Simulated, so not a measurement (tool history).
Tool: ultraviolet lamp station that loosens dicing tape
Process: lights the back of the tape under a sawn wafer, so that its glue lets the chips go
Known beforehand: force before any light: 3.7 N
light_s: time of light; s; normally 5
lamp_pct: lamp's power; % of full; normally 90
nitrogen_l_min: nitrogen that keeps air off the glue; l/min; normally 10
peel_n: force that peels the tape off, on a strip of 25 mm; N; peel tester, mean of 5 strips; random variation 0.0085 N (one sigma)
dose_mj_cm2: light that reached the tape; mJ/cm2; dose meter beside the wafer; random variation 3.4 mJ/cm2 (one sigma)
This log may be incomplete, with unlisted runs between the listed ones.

run   hour  light_s  lamp_pct  nitrogen_l_min  peel_n  dose_mj_cm2
  1      0        5        90              10   0.365          538
  2    9.1        5        90              10   0.376          535
  3   23.3        5        90              10   0.358          535
  4   35.3        8        90              10   0.154          855
  5     45        5        90              10   0.377          532
  6   59.4        5        90              16   0.291          532
  7   79.1        5        90              10   0.386          535
  8   99.4        5        90               5   0.567          529
  9  117.8        5        76              10   0.527          448
 10  130.5        5        76              10   0.509          442
 11  139.2        5        62              10   0.718          363
 12  158.1        5        90              10   0.379          523
 13  173.6        5        90              10   0.376          529
 14  189.9        5        90              10   0.397          521
 15  199.9        7        90              10   0.195          735
 16  213.2        7        90              10    0.21          730
 17    229        5        90              10   0.382          521
 18  244.4        5        90              10   0.396          515
 19    264        5        90              10   0.377          524
 20  278.6        5        90              10     0.4          517
 21  296.9        5        90              10   0.378          516
 22  317.5        5        90              10   0.404          510
 23  329.5        5        90              10   0.391          513
 24  346.8        5        90              10   0.372          509
 25  363.1        7        72               5   0.467          580
 26  380.9        8        67              10   0.292          611
 27  396.8        9        90              10   0.133          930
 28  410.5        9        90              10   0.148          923
     414.1  -- window cleaned of glue's vapour
 29  420.8        9        90              10   0.136          899
 30  441.2        3        90               7   1.083          301
 31  455.8        3        66               7   1.506          222
 32  467.4        3        66               7   1.488          222
 33  484.5        3        66               7   1.475          221
 34  498.1        5        66              10   0.725          366
 35  515.6        9        75               6    0.28          745
       537  -- window cleaned of glue's vapour, once more
 36    537        3        74               7   1.261          260
 37  557.9        3        74              14   1.023          258
 38  571.8        6        79              16   0.278          551
 39  591.7        8        87               6   0.226          818
 40  604.6        5        97              19   0.254          561
 41  619.8        5        97              19   0.241          563
 42  634.9        5        97              19   0.253          557
 43  654.9        8        61               4   0.565          566

For each run, the measured value with the value that run would have given without the tool's hidden condition subtracted. The run-to-run variation is shared by both, the gauge scatter possibly not:
Hidden state present: lamp's light, % of a new lamp's; light that the window lets through, % of a clean one's; drift of the gauge itself on peel_n, %; drift of the gauge itself on dose_mj_cm2, %.
run  peel_n  dose_mj_cm2
  1  +0.021          -18
  2  +0.023          -19
  3  +0.024          -20
  4  +0.009          -33
  5  +0.027          -21
  6  +0.022          -22
  7   +0.03          -23
  8  +0.043          -24
  9  +0.042          -21
 10  +0.042          -22
 11  +0.054          -18
 12  +0.035          -28
 13  +0.037          -29
 14  +0.039          -30
 15  +0.019          -43
 16   +0.02          -45
 17  +0.041          -32
 18  +0.043          -34
 19  +0.044          -35
 20  +0.046          -36
 21  +0.046          -37
 22  +0.051          -37
 23   +0.05          -38
 24   +0.05          -40
 25  +0.061          -45
 26   +0.04          -50
 27  +0.013          -78
 28  +0.014          -79
 29  +0.018          -99
 30  +0.133          -33
 31  +0.145          -25
 32  +0.145          -26
 33  +0.146          -26
 34  +0.118          -44
 35  +0.053          -91
 36  +0.066          -13
 37  +0.065          -14
 38  +0.027          -30
 39  +0.022          -47
 40  +0.026          -34
 41  +0.025          -34
 42  +0.027          -35
 43  +0.059          -37

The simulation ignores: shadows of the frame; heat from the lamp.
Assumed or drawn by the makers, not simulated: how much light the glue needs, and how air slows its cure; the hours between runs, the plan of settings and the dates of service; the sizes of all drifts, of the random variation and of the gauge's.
